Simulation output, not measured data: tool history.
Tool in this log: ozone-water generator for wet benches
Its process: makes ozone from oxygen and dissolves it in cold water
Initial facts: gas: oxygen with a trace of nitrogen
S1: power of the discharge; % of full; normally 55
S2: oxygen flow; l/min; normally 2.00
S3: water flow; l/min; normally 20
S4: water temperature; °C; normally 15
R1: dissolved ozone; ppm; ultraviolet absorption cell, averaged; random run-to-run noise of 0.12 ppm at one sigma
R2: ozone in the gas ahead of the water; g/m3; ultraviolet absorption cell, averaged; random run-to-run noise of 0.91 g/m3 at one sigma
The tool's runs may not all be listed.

run     day  S1    S2  S3  S4    R1     R2
  1   0.000  55  2.00  20  15   9.4  155.6
  2   1.521  62  2.00  20  15  10.4  167.5
  3   2.821  62  2.00  20  15  10.3  167.5
  4   4.117  42  2.00  20  15   7.4  123.5
  5   5.104  42  2.00  26  15   6.0  124.2
  6   5.775  42  2.00  26  15   6.0  125.3
  7   6.483  42  2.00  26  15   6.0  125.2
      6.571  -- water thermometer calibrated
  8   7.200  57  3.59  26  15   8.8  121.0
  9   8.592  55  2.02  20   8   9.9  153.0
 10   9.642  55  2.02  20   8   9.9  151.7
 11  11.012  43  1.71  17   7   9.1  135.4

For each run, the measured value with the value that run would have given without the tool's hidden condition subtracted. The run-to-run variation is shared by both, the gauge scatter possibly not:
The hidden state here: yield of the discharge, % of new electrodes'; contactor's efficiency, % of a clean one's; true water temperature over the reading, C; drift of the gauge itself on ozone_ppm, %; drift of the gauge itself on gas_g_m3, %.
run    R1
  1  -0.4
  2  -0.4
  3  -0.4
  4  -0.3
  5  -0.3
  6  -0.3
  7  -0.3
  8  -0.4
  9  -0.4
 10  -0.4
 11  -0.4
R2: differs from the measured result by no more than 0.4 g/m3 in any run.
